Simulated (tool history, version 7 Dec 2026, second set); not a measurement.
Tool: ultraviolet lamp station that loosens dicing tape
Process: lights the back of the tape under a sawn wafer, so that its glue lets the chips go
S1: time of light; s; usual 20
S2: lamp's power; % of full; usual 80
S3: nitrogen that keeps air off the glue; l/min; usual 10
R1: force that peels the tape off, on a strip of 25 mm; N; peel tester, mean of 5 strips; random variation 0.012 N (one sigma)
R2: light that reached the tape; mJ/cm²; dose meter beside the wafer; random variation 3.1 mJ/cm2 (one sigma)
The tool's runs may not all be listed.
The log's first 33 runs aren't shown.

run	day	S1	S2	S3	R1	R2
34	44.142	20	86	4	0.731	519
35	45.346	20	86	4	0.721	522
36	46.433	20	81	5	0.733	493
37	48.150	13	90	16	0.793	359
38	49.946	13	76	10	1.077	303
39	51.375	13	76	10	1.079	301
40	52.154	15	95	7	0.771	429
41	54.012	26	82	3	0.599	646

Forecast each of these 5 alternatives for the next run:
A	55.042	26	70	3	?	?
B	55.042	26	97	15	?	?
C	55.042	22	82	5	?	?
D	55.042	11	82	5	?	?
E	55.042	35	89	10	?	?

run	R1	R2
A	0.754	549
B	0.284	765
C	0.601	544
D	1.402	268
E	0.244	944
Without the tool's hidden state the same runs would have given:
run	R1	R2
A	0.752	550
B	0.283	767
C	0.599	545
D	1.399	269
E	0.244	946
